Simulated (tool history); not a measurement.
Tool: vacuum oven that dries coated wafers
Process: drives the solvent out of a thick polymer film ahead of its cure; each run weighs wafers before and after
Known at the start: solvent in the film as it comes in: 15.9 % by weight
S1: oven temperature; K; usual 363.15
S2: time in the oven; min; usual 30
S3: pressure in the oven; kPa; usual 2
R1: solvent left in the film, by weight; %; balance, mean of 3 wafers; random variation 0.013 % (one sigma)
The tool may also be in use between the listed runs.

{"run": 1, "hour": 0.0, "S1": 363.15, "S2": 30, "S3": 2, "R1": 3.36}
{"hour": 50.9, "done": "vacuum gauge cleaned of residue and calibrated"}
{"run": 2, "hour": 101.1, "S1": 364.15, "S2": 30, "S3": 2, "R1": 3.28}
{"run": 3, "hour": 147.9, "S1": 364.15, "S2": 30, "S3": 2, "R1": 3.25}
{"run": 4, "hour": 218.6, "S1": 364.15, "S2": 30, "S3": 2, "R1": 3.28}
{"run": 5, "hour": 314.3, "S1": 364.15, "S2": 30, "S3": 2, "R1": 3.3}
{"run": 6, "hour": 380.0, "S1": 364.15, "S2": 30, "S3": 2, "R1": 3.28}
{"run": 7, "hour": 453.3, "S1": 363.15, "S2": 30, "S3": 2, "R1": 3.43}
{"hour": 475.4, "done": "vacuum gauge cleaned of residue and calibrated, once more"}
{"run": 8, "hour": 515.4, "S1": 363.15, "S2": 30, "S3": 2, "R1": 3.03}
{"run": 9, "hour": 607.9, "S1": 363.15, "S2": 30, "S3": 2, "R1": 3.04}
{"run": 10, "hour": 668.4, "S1": 363.15, "S2": 30, "S3": 2, "R1": 3.05}
{"run": 11, "hour": 734.0, "S1": 363.15, "S2": 18, "S3": 2, "R1": 4.07}
{"run": 12, "hour": 835.2, "S1": 363.15, "S2": 18, "S3": 2, "R1": 4.08}
{"run": 13, "hour": 894.7, "S1": 363.15, "S2": 18, "S3": 2, "R1": 4.04}
{"run": 14, "hour": 955.6, "S1": 363.15, "S2": 30, "S3": 4.19, "R1": 5.81}
{"run": 15, "hour": 1036.8, "S1": 363.15, "S2": 30, "S3": 4.19, "R1": 5.82}
{"run": 16, "hour": 1134.6, "S1": 363.15, "S2": 30, "S3": 1.81, "R1": 2.8}
{"run": 17, "hour": 1225.3, "S1": 363.15, "S2": 30, "S3": 1.81, "R1": 2.79}
{"run": 18, "hour": 1324.5, "S1": 363.15, "S2": 30, "S3": 1.81, "R1": 2.8}
{"run": 19, "hour": 1410.5, "S1": 363.15, "S2": 30, "S3": 1.81, "R1": 2.8}
{"run": 20, "hour": 1492.8, "S1": 363.15, "S2": 30, "S3": 2, "R1": 3.04}
{"run": 21, "hour": 1537.2, "S1": 363.15, "S2": 30, "S3": 2, "R1": 3.04}
{"run": 22, "hour": 1589.1, "S1": 363.15, "S2": 30, "S3": 2, "R1": 3.03}
{"run": 23, "hour": 1635.8, "S1": 363.15, "S2": 30, "S3": 2, "R1": 3.04}
{"run": 24, "hour": 1694.3, "S1": 363.15, "S2": 16, "S3": 2, "R1": 4.37}
{"run": 25, "hour": 1776.9, "S1": 363.15, "S2": 23, "S3": 7.37, "R1": 9.93}
{"run": 26, "hour": 1840.5, "S1": 377.15, "S2": 25, "S3": 7.39, "R1": 5.79}
{"run": 27, "hour": 1937.2, "S1": 358.15, "S2": 28, "S3": 1.17, "R1": 2.83}
{"run": 28, "hour": 2028.8, "S1": 356.15, "S2": 41, "S3": 7.23, "R1": 12.33}
{"run": 29, "hour": 2086.6, "S1": 363.15, "S2": 50, "S3": 2, "R1": 2.78}
{"run": 30, "hour": 2132.1, "S1": 363.15, "S2": 33, "S3": 2, "R1": 2.95}
{"hour": 2192.7, "done": "oven's thermocouples calibrated"}
{"run": 31, "hour": 2219.9, "S1": 352.15, "S2": 25, "S3": 1.63, "R1": 5.56}
{"run": 32, "hour": 2271.5, "S1": 352.15, "S2": 25, "S3": 1.43, "R1": 5.2}
{"run": 33, "hour": 2323.4, "S1": 378.15, "S2": 30, "S3": 2.18, "R1": 1.86}
{"run": 34, "hour": 2417.9, "S1": 352.15, "S2": 51, "S3": 2.71, "R1": 6.19}
{"run": 35, "hour": 2504.4, "S1": 363.15, "S2": 31, "S3": 7.1, "R1": 9.82}
{"run": 36, "hour": 2591.8, "S1": 363.15, "S2": 31, "S3": 7.1, "R1": 9.84}
{"run": 37, "hour": 2681.1, "S1": 363.15, "S2": 17, "S3": 7.1, "R1": 10.38}
{"hour": 2717.4, "done": "vacuum gauge cleaned of residue and calibrated"}
{"run": 38, "hour": 2726.1, "S1": 363.15, "S2": 17, "S3": 7.1, "R1": 10.11}
{"run": 39, "hour": 2798.5, "S1": 363.15, "S2": 15, "S3": 1.1, "R1": 3.57}
{"run": 40, "hour": 2875.5, "S1": 363.15, "S2": 15, "S3": 1.1, "R1": 3.59}
{"run": 41, "hour": 2950.9, "S1": 363.15, "S2": 15, "S3": 1.1, "R1": 3.61}
{"run": 42, "hour": 3025.2, "S1": 360.15, "S2": 30, "S3": 1.55, "R1": 2.87}
{"run": 43, "hour": 3092.6, "S1": 363.15, "S2": 21, "S3": 2, "R1": 3.61}
{"run": 44, "hour": 3173.4, "S1": 363.15, "S2": 46, "S3": 2.73, "R1": 3.65}
{"run": 45, "hour": 3217.9, "S1": 377.15, "S2": 46, "S3": 2.73, "R1": 2.2}
{"run": 46, "hour": 3295.1, "S1": 373.15, "S2": 30, "S3": 4.49, "R1": 4.09}

Measured less the same run without the tool's hidden state. The same run-to-run variation is in both; the gauge's scatter may not be:
The hidden state here: true wafer temperature over the reading, C; true pressure over the reading, kPa; drift of the gauge itself on solvent_pct, %.
run=1 R1=+0.35
run=2 R1=+0.41
run=3 R1=+0.4
run=4 R1=+0.41
run=5 R1=+0.41
run=6 R1=+0.4
run=7 R1=+0.41
run=8 R1=+0.02
run=9 R1=+0.02
run=10 R1=+0.02
run=11 R1=+0.01
run=12 R1=+0
run=13 R1=-0.01
run=14 R1=-0.01
run=15 R1=-0.02
run=16 R1=+0.03
run=17 R1=+0.03
run=18 R1=+0.03
run=19 R1=+0.02
run=20 R1=+0.02
run=21 R1=+0.03
run=22 R1=+0.02
run=23 R1=+0.02
run=24 R1=-0.06
run=25 R1=-0.23
run=26 R1=-0.11
run=27 R1=+0.04
run=28 R1=-0.33
run=29 R1=+0.08
run=30 R1=+0.05
run=31 R1=+0.39
run=32 R1=+0.39
run=33 R1=+0.16
run=34 R1=+0.43
run=35 R1=+0.28
run=36 R1=+0.26
run=37 R1=+0.21
run=38 R1=-0.07
run=39 R1=-0.03
run=40 R1=-0.03
run=41 R1=-0.04
run=42 R1=-0.01
run=43 R1=-0.04
run=44 R1=-0.01
run=45 R1=+0
run=46 R1=-0.04
